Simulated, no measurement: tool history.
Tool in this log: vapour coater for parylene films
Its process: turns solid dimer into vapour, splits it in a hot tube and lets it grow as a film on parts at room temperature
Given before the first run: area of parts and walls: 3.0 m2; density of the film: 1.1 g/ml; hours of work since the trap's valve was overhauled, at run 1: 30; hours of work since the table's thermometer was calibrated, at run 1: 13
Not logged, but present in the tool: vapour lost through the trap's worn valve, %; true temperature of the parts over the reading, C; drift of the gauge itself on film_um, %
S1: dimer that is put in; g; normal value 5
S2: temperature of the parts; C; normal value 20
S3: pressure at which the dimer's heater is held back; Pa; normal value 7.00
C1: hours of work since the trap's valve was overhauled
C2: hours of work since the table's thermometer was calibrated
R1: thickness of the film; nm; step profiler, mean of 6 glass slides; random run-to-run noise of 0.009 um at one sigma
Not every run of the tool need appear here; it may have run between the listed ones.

run,hour,S1,S2,S3,C1,C2,R1
1,0.0,5,20,7.00,30,13,965
2,13.4,5,20,7.00,37,19,948
3,25.8,5,20,7.00,43,26,955
4,41.7,5,20,7.00,51,33,946
5,53.6,5,20,7.00,56,39,924
6,71.5,5,20,7.00,65,48,939
7,91.9,5,20,7.00,75,58,945
8,114.5,5,20,7.00,87,70,910
9,124.7,5,12,7.00,92,75,1233
10,142.9,5,12,7.00,101,84,1231
11,162.2,5,12,7.00,110,93,1235
12,180.5,6,12,7.00,119,102,1467
13,197.3,6,12,9.42,128,111,1443
14,208.2,5,15,4.01,133,116,1114
15,224.1,2,14,3.97,141,124,475
16,246.0,3,17,7.20,152,135,579
17,270.5,3,17,7.20,164,147,591
18,282.0,3,17,7.20,170,153,592
19,298.6,3,17,9.51,178,161,594
20,310.8,3,20,3.42,184,167,557
21,326.9,6,15,11.84,192,175,1231
22,343.9,5,22,4.56,200,183,843

For run 23, what comes out?
23,367.9,7,15,7.00,212,195,?

Run 23 produced R1 1472 nm.
Without the tool's hidden state the same run would have given R1 1623 nm.
